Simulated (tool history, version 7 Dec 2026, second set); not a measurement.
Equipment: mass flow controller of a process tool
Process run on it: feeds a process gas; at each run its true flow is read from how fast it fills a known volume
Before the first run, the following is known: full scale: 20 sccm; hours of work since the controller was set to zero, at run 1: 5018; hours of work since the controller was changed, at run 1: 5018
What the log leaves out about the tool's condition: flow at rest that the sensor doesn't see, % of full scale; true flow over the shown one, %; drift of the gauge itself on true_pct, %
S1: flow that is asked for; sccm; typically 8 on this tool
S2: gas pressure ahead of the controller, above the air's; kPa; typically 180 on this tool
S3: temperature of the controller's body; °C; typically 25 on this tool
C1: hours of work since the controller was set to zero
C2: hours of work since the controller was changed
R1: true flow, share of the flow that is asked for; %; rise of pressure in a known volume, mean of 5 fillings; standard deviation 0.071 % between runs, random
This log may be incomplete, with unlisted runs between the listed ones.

run,day,S1,S2,S3,C1,C2,R1
1,0.000,8,180,25,5018,5018,99.63
2,15.108,8,180,25,5169,5169,99.70
3,33.521,8,180,25,5353,5353,99.83
4,52.329,8,180,25,5541,5541,99.83
5,60.358,8,180,25,5621,5621,99.83
6,68.421,8,180,25,5701,5701,99.89
7,80.479,8,180,28,5822,5822,100.10
8,95.196,8,180,23,5969,5969,99.81
9,105.758,8,180,20,6074,6074,99.83
10,117.138,8,180,20,6188,6188,99.96
11,133.246,8,180,20,6349,6349,100.08
12,147.708,8,180,20,6493,6493,100.03
# day 163.254: controller's zero set anew
13,163.779,8,180,20,5,6653,100.05
14,176.092,3,233,25,128,6776,99.90
15,189.542,3,233,25,262,6910,99.71
16,200.996,14,273,39,377,7025,100.59
17,219.579,14,273,39,562,7210,100.71
18,234.938,3,202,37,716,7364,100.74
19,246.512,2,185,36,831,7479,100.65
20,255.850,10,253,35,924,7572,100.59
21,270.342,13,165,35,1069,7717,101.25
22,282.500,13,165,21,1190,7839,100.77
23,293.367,13,165,21,1299,7947,100.65
# day 299.121: gauge calibrated
24,309.067,13,219,36,1456,8104,100.08
25,319.446,8,144,25,1559,8207,99.90
26,332.083,8,225,25,1685,8334,99.55

How would selected steps in R1 from run to run divide? Give the signed amount a tool lacking its hidden state would still show from settings, what came in and random variation, and the signed amount left for the hidden state, including any gauge scatter that is not in both of the compared results.
Run 2 -> 3: nothing adjusted, nothing logged. R1 +0.13 %: hidden state +0.07, all else +0.06.
Run 15 -> 16: S1 3 -> 14, S2 233 -> 273, S3 25 -> 39. R1 +0.88 %: hidden state +0.04, all else +0.84.
Run 20 -> 21: S1 10 -> 13, S2 253 -> 165. R1 +0.66 %: hidden state +0.05, all else +0.61.
Run 23 -> 24: S2 165 -> 219, S3 21 -> 36, gauge calibrated. R1 -0.57 %: hidden state -1.00, all else +0.43.
